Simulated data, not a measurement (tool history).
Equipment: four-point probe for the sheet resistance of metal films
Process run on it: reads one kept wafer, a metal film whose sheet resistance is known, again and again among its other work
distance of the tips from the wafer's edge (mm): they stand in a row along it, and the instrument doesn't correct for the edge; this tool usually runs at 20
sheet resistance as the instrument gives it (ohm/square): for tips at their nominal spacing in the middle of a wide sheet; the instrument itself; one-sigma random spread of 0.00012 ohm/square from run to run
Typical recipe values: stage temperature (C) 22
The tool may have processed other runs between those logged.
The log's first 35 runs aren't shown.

run	hour	stage temperature (C)	distance of the tips from the wafer's edge (mm)	sheet resistance as the instrument gives it (ohm/square)
36	3570	19	40	0.60453
37	3689.2	19	40	0.604317
38	3803	25	40	0.599264
39	3915.6	25	40	0.599311
# hour 3984.4: stage's thermometer calibrated
40	4047.5	25	40	0.598377
41	4147.9	32	39	0.592971
# hour 4200.6: new probe head fitted
42	4256.6	25	6	0.619582
43	4394.1	32	6	0.613757
44	4484.2	25	23	0.606052

Here are 4 independent what-if runs from the current tool condition. What would each one return?
A	4583.2	31	23	?
B	4583.2	25	14	?
C	4583.2	18	37	?
D	4583.2	34	7	?

run	sheet resistance as the instrument gives it (ohm/square)
A	0.601446
B	0.607653
C	0.61128
D	0.608474
What these runs would have given with no unlogged condition in the tool:
run	sheet resistance as the instrument gives it (ohm/square)
A	0.603012
B	0.609233
C	0.612867
D	0.610057
